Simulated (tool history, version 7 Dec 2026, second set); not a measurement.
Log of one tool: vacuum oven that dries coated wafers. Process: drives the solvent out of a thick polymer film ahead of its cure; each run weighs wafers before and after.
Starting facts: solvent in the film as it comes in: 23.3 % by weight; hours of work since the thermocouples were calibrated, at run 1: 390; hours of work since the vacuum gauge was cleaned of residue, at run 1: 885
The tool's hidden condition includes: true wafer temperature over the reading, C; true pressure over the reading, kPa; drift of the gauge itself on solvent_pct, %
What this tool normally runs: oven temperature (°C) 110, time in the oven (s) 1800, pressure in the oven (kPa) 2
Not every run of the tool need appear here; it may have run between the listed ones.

run,hour,oven temperature (°C),time in the oven (s),pressure in the oven (kPa),hours of work since the thermocouples were calibrated,hours of work since the vacuum gauge was cleaned of residue,solvent left in the film (%)
1,0,110,1800,2,390,885,2.94
2,57.6,110,1800,2,416,911,2.86
3,135.8,110,1800,2,452,946,2.85
4,233.5,112,1800,2,496,991,2.47
5,309.3,112,1800,2,530,1025,2.53
6,419.5,112,1800,2,580,1075,2.53
7,488.7,110,1800,2,612,1107,2.89
8,581.5,110,2820,2,654,1149,1.89
9,656.5,110,1800,2,688,1183,2.79
10,742.7,110,1800,2,727,1222,2.9
11,815.4,110,1800,2,760,1255,2.78
12,908.5,110,1800,2,803,1297,2.81
13,980.1,110,1920,2,835,1330,2.69
14,1084.9,110,1500,2,883,1378,3.5
15,1208.3,110,1440,2,939,1434,3.55
16,1309.1,110,1440,2,985,1479,3.69
17,1373.1,110,1440,2,1014,1509,3.56
18,1451.9,110,1440,2,1050,1544,3.69
19,1527.4,110,1440,2,1084,1579,3.54
# hour 1614.9: oven's thermocouples calibrated
20,1630.7,110,1800,2,7,1625,2.65
21,1717.6,110,1800,2,47,1664,2.59
22,1804.4,110,1800,2,86,1704,2.69
23,1921.6,110,1800,2,139,1757,2.73
24,2046.7,102,1260,1.63,196,1814,6.07
25,2161.2,121,1020,2.77,248,1866,2.89
26,2225.9,108,2760,3.56,278,1895,3.01
# hour 2340.1: oven's thermocouples calibrated, once more
27,2347,108,2760,3.56,3,1949,3.65
28,2424.6,108,2760,3.56,38,1984,3.63
29,2475.3,98,2400,4.68,61,2007,7.37
30,2585,98,1260,3.1,111,2057,9.35
31,2701.5,98,1260,3.1,164,2110,9.23
32,2798.9,110,960,2.61,208,2155,6.48
33,2854.9,125,2280,3.26,234,2180,1.72
34,2917.7,125,1320,6.51,262,2208,3.57
35,3037.1,103,1740,2.08,317,2263,4.97
36,3126.7,108,1920,6.62,357,2303,6.35
37,3204,108,1920,6.62,393,2339,6.45
38,3279.2,123,1920,1.47,427,2373,1.27
39,3370.4,123,1920,1.47,468,2414,1.26
40,3460.8,110,2820,3.64,509,2455,3.34
41,3560.9,124,2460,1.02,555,2501,0.92
42,3618,110,1680,1.84,581,2527,3.23
43,3719,113,1920,2,626,2573,2.42
44,3790.6,110,2700,3.76,659,2605,3.45
45,3874.8,108,1980,6.21,697,2643,5.96
46,3942.6,108,1980,6.21,728,2674,5.89

A few steps of solvent left in the film (%) between consecutive runs. Split each: what settings, incoming material and random variation would produce without the hidden state, and what is left over for the hidden state, along with gauge scatter present in only one of the two compared results (measured, and without hidden state):
Run 23 -> 24: oven temperature (°C) 110 -> 102, time in the oven (s) 1800 -> 1260, pressure in the oven (kPa) 2 -> 1.63. solvent left in the film (%) +3.34: hidden state -0.38, all else +3.72.
Run 25 -> 26: oven temperature (°C) 121 -> 108, time in the oven (s) 1020 -> 2760, pressure in the oven (kPa) 2.77 -> 3.56. solvent left in the film (%) +0.12: hidden state +0.36, all else -0.24.
Run 26 -> 27: oven's thermocouples calibrated, once more. solvent left in the film (%) +0.64: hidden state +0.5, all else +0.14.
Run 28 -> 29: oven temperature (°C) 108 -> 98, time in the oven (s) 2760 -> 2400, pressure in the oven (kPa) 3.56 -> 4.68. solvent left in the film (%) +3.74: hidden state +0.1, all else +3.64.
Run 32 -> 33: oven temperature (°C) 110 -> 125, time in the oven (s) 960 -> 2280, pressure in the oven (kPa) 2.61 -> 3.26. solvent left in the film (%) -4.76: hidden state +0.07, all else -4.83.
Run 37 -> 38: oven temperature (°C) 108 -> 123, pressure in the oven (kPa) 6.62 -> 1.47. solvent left in the film (%) -5.18: hidden state +0.01, all else -5.19.

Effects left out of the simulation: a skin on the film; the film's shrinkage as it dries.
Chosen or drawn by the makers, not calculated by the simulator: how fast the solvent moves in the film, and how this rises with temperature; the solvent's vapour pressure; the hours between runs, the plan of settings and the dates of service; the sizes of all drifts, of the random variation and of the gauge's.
